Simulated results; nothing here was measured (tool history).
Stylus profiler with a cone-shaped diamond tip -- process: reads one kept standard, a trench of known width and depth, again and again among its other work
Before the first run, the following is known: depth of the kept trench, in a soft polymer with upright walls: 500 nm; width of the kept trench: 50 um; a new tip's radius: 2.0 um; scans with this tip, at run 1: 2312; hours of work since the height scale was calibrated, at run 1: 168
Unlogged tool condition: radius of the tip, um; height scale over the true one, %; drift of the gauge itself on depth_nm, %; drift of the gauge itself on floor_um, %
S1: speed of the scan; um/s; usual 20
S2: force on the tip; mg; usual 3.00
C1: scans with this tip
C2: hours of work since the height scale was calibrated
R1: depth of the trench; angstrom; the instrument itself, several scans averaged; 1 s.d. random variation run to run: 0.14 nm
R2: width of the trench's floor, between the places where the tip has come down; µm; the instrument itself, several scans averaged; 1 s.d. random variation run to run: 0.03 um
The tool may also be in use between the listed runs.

| run | hour | S1 | S2 | C1 | C2 | R1 | R2 |
|---|---|---|---|---|---|---|---|
| 1 | 0.0 | 20 | 3.00 | 2312 | 168 | 5094.9 | 46.99 |
| 2 | 18.2 | 20 | 3.00 | 2478 | 180 | 5094.4 | 46.91 |
| 3 | 27.1 | 20 | 3.00 | 2559 | 186 | 5099.6 | 46.94 |
| 4 | 44.4 | 20 | 3.00 | 2717 | 198 | 5098.2 | 46.91 |
| 5 | 57.6 | 20 | 3.00 | 2838 | 207 | 5094.5 | 46.93 |
| 6 | 75.2 | 20 | 3.00 | 2998 | 218 | 5097.7 | 46.88 |
| 7 | 92.3 | 42 | 3.00 | 3154 | 230 | 5096.9 | 46.71 |
| 8 | 110.1 | 42 | 3.00 | 3316 | 241 | 5099.2 | 46.77 |
| 9 | 124.4 | 20 | 3.00 | 3447 | 251 | 5097.8 | 46.81 |
| 10 | 134.3 | 20 | 6.25 | 3537 | 257 | 5155.7 | 46.87 |
| 11 | 155.2 | 20 | 1.36 | 3727 | 271 | 5059.7 | 46.77 |
| 12 | 164.0 | 20 | 3.00 | 3808 | 277 | 5097.7 | 46.79 |
| 13 | 175.8 | 20 | 3.00 | 3915 | 285 | 5096.2 | 46.75 |
| 14 | 184.9 | 20 | 3.00 | 3998 | 291 | 5097.2 | 46.78 |
| 15 | 200.5 | 20 | 3.00 | 4141 | 301 | 5099.9 | 46.75 |
| 16 | 219.3 | 20 | 3.00 | 4312 | 314 | 5100.9 | 46.74 |
| 17 | 236.3 | 20 | 3.00 | 4468 | 325 | 5095.1 | 46.71 |
| 18 | 255.8 | 20 | 3.00 | 4646 | 338 | 5100.2 | 46.73 |
| 19 | 276.4 | 20 | 3.00 | 4834 | 352 | 5098.9 | 46.64 |
| 20 | 297.8 | 20 | 3.00 | 5028 | 366 | 5102.1 | 46.64 |
| 21 | 317.8 | 20 | 3.00 | 5212 | 379 | 5099.8 | 46.63 |
| 22 | 338.7 | 20 | 3.00 | 5402 | 393 | 5099.0 | 46.58 |
| 23 | 357.8 | 20 | 3.00 | 5576 | 406 | 5096.5 | 46.60 |
| 24 | 373.1 | 20 | 3.00 | 5716 | 416 | 5098.2 | 46.63 |
| 25 | 391.0 | 22 | 3.00 | 5879 | 428 | 5097.8 | 46.58 |
| 26 | 407.8 | 32 | 8.57 | 6032 | 439 | 5195.6 | 46.59 |
| 27 | 422.9 | 32 | 8.57 | 6170 | 449 | 5196.4 | 46.53 |
| 28 | 435.4 | 38 | 6.35 | 6284 | 457 | 5160.2 | 46.51 |
| 29 | 449.5 | 7 | 2.73 | 6413 | 467 | 5093.1 | 46.53 |
| 30 | 462.8 | 5 | 1.90 | 6534 | 476 | 5074.9 | 46.59 |
| 31 | 475.7 | 5 | 1.90 | 6652 | 484 | 5074.6 | 46.55 |
| 32 | 487.0 | 18 | 4.65 | 6755 | 492 | 5130.3 | 46.51 |
| 33 | 508.6 | 18 | 4.65 | 6952 | 506 | 5132.9 | 46.46 |
| 34 | 517.9 | 18 | 4.32 | 7037 | 512 | 5127.7 | 46.55 |
| 35 | 536.3 | 20 | 2.22 | 7205 | 525 | 5082.7 | 46.41 |
| 36 | 550.0 | 18 | 3.97 | 7330 | 534 | 5122.0 | 46.44 |
| 37 | 567.1 | 16 | 1.50 | 7486 | 545 | 5065.8 | 46.35 |
| 38 | 583.1 | 9 | 2.75 | 7632 | 556 | 5093.4 | 46.46 |
| 39 | 602.0 | 20 | 8.58 | 7804 | 568 | 5197.2 | 46.42 |
| 40 | 619.0 | 20 | 5.41 | 7960 | 579 | 5144.5 | 46.40 |
| 41 | 631.4 | 20 | 2.40 | 8073 | 588 | 5088.7 | 46.41 |
| 42 | 649.3 | 16 | 1.56 | 8236 | 600 | 5066.4 | 46.31 |
| 43 | 660.1 | 31 | 8.28 | 8335 | 607 | 5190.0 | 46.37 |
| 44 | 680.0 | 16 | 8.28 | 8516 | 620 | 5190.3 | 46.36 |
| 45 | 690.6 | 16 | 8.28 | 8612 | 627 | 5191.4 | 46.39 |
| 46 | 710.3 | 40 | 6.98 | 8793 | 640 | 5174.5 | 46.27 |
| 47 | 724.3 | 20 | 1.95 | 8920 | 649 | 5079.6 | 46.32 |

What if the next run were any one of these 4? Each begins from the tool's condition after run 47:
| A | 733.4 | 20 | 2.11 | 9003 | 655 | ? | ? |
| B | 733.4 | 74 | 6.11 | 9003 | 655 | ? | ? |
| C | 733.4 | 75 | 1.95 | 9003 | 655 | ? | ? |
| D | 733.4 | 76 | 1.89 | 9003 | 655 | ? | ? |

| run | R1 | R2 |
|---|---|---|
| A | 5084.4 | 46.24 |
| B | 5160.1 | 46.11 |
| C | 5077.3 | 45.91 |
| D | 5077.9 | 45.86 |
Stripped of hidden state, with their random variation kept, the same runs would have yielded:
| run | R1 | R2 |
|---|---|---|
| A | 5076.2 | 47.21 |
| B | 5151.7 | 47.07 |
| C | 5069.1 | 46.87 |
| D | 5069.6 | 46.82 |
